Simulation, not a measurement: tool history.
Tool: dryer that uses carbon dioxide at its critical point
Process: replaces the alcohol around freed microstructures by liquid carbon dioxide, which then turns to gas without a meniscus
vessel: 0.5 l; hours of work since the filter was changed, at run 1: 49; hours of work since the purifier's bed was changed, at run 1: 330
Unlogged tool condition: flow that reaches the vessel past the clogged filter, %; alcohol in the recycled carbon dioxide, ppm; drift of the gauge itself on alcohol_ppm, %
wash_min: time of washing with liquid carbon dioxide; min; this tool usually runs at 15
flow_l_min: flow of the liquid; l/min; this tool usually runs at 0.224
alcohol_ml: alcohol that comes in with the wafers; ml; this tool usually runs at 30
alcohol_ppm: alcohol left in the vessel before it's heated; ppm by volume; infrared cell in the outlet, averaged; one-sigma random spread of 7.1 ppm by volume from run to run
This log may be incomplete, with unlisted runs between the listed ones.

| run | hour | wash_min | flow_l_min | alcohol_ml | hours of work since the filter was changed | hours of work since the purifier's bed was changed | alcohol_ppm |
|---|---|---|---|---|---|---|---|
| 1 | 0.0 | 15 | 0.224 | 30 | 49 | 330 | 469 |
| 2 | 17.0 | 15 | 0.224 | 30 | 58 | 339 | 482 |
| 3 | 29.8 | 15 | 0.224 | 70 | 65 | 346 | 996 |
| 4 | 42.3 | 15 | 0.224 | 40 | 72 | 353 | 617 |
| 5 | 53.5 | 15 | 0.224 | 40 | 78 | 359 | 600 |
| 6 | 71.1 | 15 | 0.224 | 30 | 87 | 368 | 493 |
| 7 | 84.2 | 15 | 0.224 | 20 | 94 | 375 | 365 |
| 8 | 96.2 | 15 | 0.224 | 30 | 101 | 382 | 490 |
| 9 | 110.2 | 15 | 0.224 | 30 | 108 | 389 | 501 |
| 10 | 127.8 | 15 | 0.224 | 30 | 117 | 399 | 519 |
| 11 | 139.6 | 15 | 0.224 | 30 | 124 | 405 | 526 |
| 12 | 152.1 | 15 | 0.224 | 39 | 131 | 412 | 672 |
| 13 | 160.3 | 18 | 0.144 | 22 | 135 | 416 | 1130 |
| 14 | 175.9 | 14 | 0.224 | 50 | 143 | 425 | 1135 |
| 15 | 186.3 | 10 | 0.159 | 30 | 149 | 430 | 6037 |
| 16 | 193.6 | 10 | 0.159 | 30 | 153 | 434 | 6093 |
| 17 | 207.9 | 10 | 0.159 | 30 | 160 | 442 | 6179 |
| 18 | 218.3 | 15 | 0.267 | 39 | 166 | 447 | 328 |

5 ways to go on from here, each from the tool as it stands after run 18. What would each give?
| A | 234.2 | 24 | 0.249 | 30 | 175 | 456 | ? |
| B | 234.2 | 15 | 0.177 | 42 | 175 | 456 | ? |
| C | 234.2 | 11 | 0.165 | 36 | 175 | 456 | ? |
| D | 234.2 | 15 | 0.378 | 39 | 175 | 456 | ? |
| E | 234.2 | 17 | 0.176 | 76 | 175 | 456 | ? |

| run | alcohol_ppm |
|---|---|
| A | 123 |
| B | 1949 |
| C | 5551 |
| D | 139 |
| E | 2141 |
With the hidden condition removed and each run's random variation left untouched, the same runs would have given:
| run | alcohol_ppm |
|---|---|
| A | 7 |
| B | 1397 |
| C | 4506 |
| D | 18 |
| E | 1489 |

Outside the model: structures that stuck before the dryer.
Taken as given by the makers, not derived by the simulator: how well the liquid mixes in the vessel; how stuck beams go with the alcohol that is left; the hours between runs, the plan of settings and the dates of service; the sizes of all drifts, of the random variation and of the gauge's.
